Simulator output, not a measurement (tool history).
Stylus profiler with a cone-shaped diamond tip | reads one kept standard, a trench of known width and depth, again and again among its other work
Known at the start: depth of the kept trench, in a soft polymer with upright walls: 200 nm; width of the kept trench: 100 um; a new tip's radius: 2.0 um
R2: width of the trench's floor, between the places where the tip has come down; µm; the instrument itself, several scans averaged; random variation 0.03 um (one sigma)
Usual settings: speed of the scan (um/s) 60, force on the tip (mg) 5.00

Run 1, hour 0.0: usual settings. Result: depth of the trench (nm) 204.37, R2 97.87 µm.
Run 2, hour 46.9: usual settings. Result: depth of the trench (nm) 204.28, R2 97.93 µm.
Run 3, hour 93.5: usual settings. Result: depth of the trench (nm) 204.29, R2 97.90 µm.
Run 4, hour 115.1: usual settings but force on the tip (mg) 3.37. Result: depth of the trench (nm) 203.54, R2 97.86 µm.
Run 5, hour 155.6: usual settings but force on the tip (mg) 7.18. Result: depth of the trench (nm) 205.33, R2 97.91 µm.
Run 6, hour 196.8: usual settings but force on the tip (mg) 7.18. Result: depth of the trench (nm) 205.31, R2 97.95 µm.
Run 7, hour 222.3: usual settings but speed of the scan (um/s) 184. Result: depth of the trench (nm) 204.39, R2 97.36 µm.
Run 8, hour 254.0: usual settings but speed of the scan (um/s) 184. Result: depth of the trench (nm) 204.34, R2 97.39 µm.
Run 9, hour 279.0: usual settings but speed of the scan (um/s) 184. Result: depth of the trench (nm) 204.35, R2 97.37 µm.
Run 10, hour 302.3: usual settings but speed of the scan (um/s) 184. Result: depth of the trench (nm) 204.47, R2 97.36 µm.
Run 11, hour 339.7: usual settings but speed of the scan (um/s) 184. Result: depth of the trench (nm) 204.54, R2 97.38 µm.
Run 12, hour 369.6: usual settings but speed of the scan (um/s) 184. Result: depth of the trench (nm) 204.53, R2 97.34 µm.
Run 13, hour 407.9: usual settings but speed of the scan (um/s) 184. Result: depth of the trench (nm) 204.55, R2 97.40 µm.
Run 14, hour 452.1: usual settings but speed of the scan (um/s) 184. Result: depth of the trench (nm) 204.42, R2 97.34 µm.
Run 15, hour 492.4: usual settings but speed of the scan (um/s) 184. Result: depth of the trench (nm) 204.65, R2 97.41 µm.
Run 16, hour 532.6: usual settings but speed of the scan (um/s) 85, force on the tip (mg) 2.82. Result: depth of the trench (nm) 203.32, R2 97.67 µm.
Run 17, hour 558.2: usual settings but speed of the scan (um/s) 65, force on the tip (mg) 7.70. Result: depth of the trench (nm) 205.81, R2 97.90 µm.
Run 18, hour 594.0: usual settings but speed of the scan (um/s) 19, force on the tip (mg) 1.99. Result: depth of the trench (nm) 203.03, R2 97.93 µm.
Run 19, hour 623.8: usual settings but speed of the scan (um/s) 114, force on the tip (mg) 4.70. Result: depth of the trench (nm) 204.60, R2 97.61 µm.
Run 20, hour 670.2: usual settings but speed of the scan (um/s) 114, force on the tip (mg) 4.70. Result: depth of the trench (nm) 204.49, R2 97.56 µm.
Run 21, hour 717.4: usual settings but speed of the scan (um/s) 114, force on the tip (mg) 4.70. Result: depth of the trench (nm) 204.42, R2 97.61 µm.
Run 22, hour 748.9: usual settings but speed of the scan (um/s) 26, force on the tip (mg) 2.85. Result: depth of the trench (nm) 203.76, R2 97.96 µm.
Run 23, hour 783.0: usual settings but speed of the scan (um/s) 26, force on the tip (mg) 2.85. Result: depth of the trench (nm) 203.64, R2 98.00 µm.
Run 24, hour 824.7: usual settings but speed of the scan (um/s) 26, force on the tip (mg) 2.85. Result: depth of the trench (nm) 203.71, R2 97.94 µm.
Run 25, hour 860.4: usual settings but speed of the scan (um/s) 17, force on the tip (mg) 12.49. Result: depth of the trench (nm) 208.03, R2 98.04 µm.
Run 26, hour 909.7: usual settings but speed of the scan (um/s) 103, force on the tip (mg) 9.65. Result: depth of the trench (nm) 206.77, R2 97.77 µm.
Run 27, hour 938.1: usual settings but speed of the scan (um/s) 77, force on the tip (mg) 1.95. Result: depth of the trench (nm) 202.96, R2 97.60 µm.
Run 28, hour 961.6: usual settings but speed of the scan (um/s) 101, force on the tip (mg) 2.78. Result: depth of the trench (nm) 203.81, R2 97.47 µm.
Run 29, hour 1007.3: usual settings but speed of the scan (um/s) 101, force on the tip (mg) 2.78. Result: depth of the trench (nm) 203.55, R2 97.41 µm.
Run 30, hour 1047.5: usual settings but speed of the scan (um/s) 195, force on the tip (mg) 12.41. Result: depth of the trench (nm) 208.09, R2 97.56 µm.

Hidden state or all else? Some run-to-run changes of depth of the trench (nm), split into what the settings, what came in and random variation would give without the hidden state, and what is left for the hidden state (with any gauge scatter that isn't in both results):
The hidden state here: radius of the tip, um; height scale over the true one, %; drift of the gauge itself on depth_nm, %; drift of the gauge itself on floor_um, %.
Run 12 -> 13: no setting changed, nothing entered. depth of the trench (nm) +0.02: hidden state +0.03, all else -0.01.
Run 24 -> 25: speed of the scan (um/s) 26 -> 17, force on the tip (mg) 2.85 -> 12.49. depth of the trench (nm) +4.32: hidden state +0.04, all else +4.28.
Run 26 -> 27: speed of the scan (um/s) 103 -> 77, force on the tip (mg) 9.65 -> 1.95. depth of the trench (nm) -3.81: hidden state -0.01, all else -3.80.
Run 29 -> 30: speed of the scan (um/s) 101 -> 195, force on the tip (mg) 2.78 -> 12.41. depth of the trench (nm) +4.54: hidden state +0.05, all else +4.49.
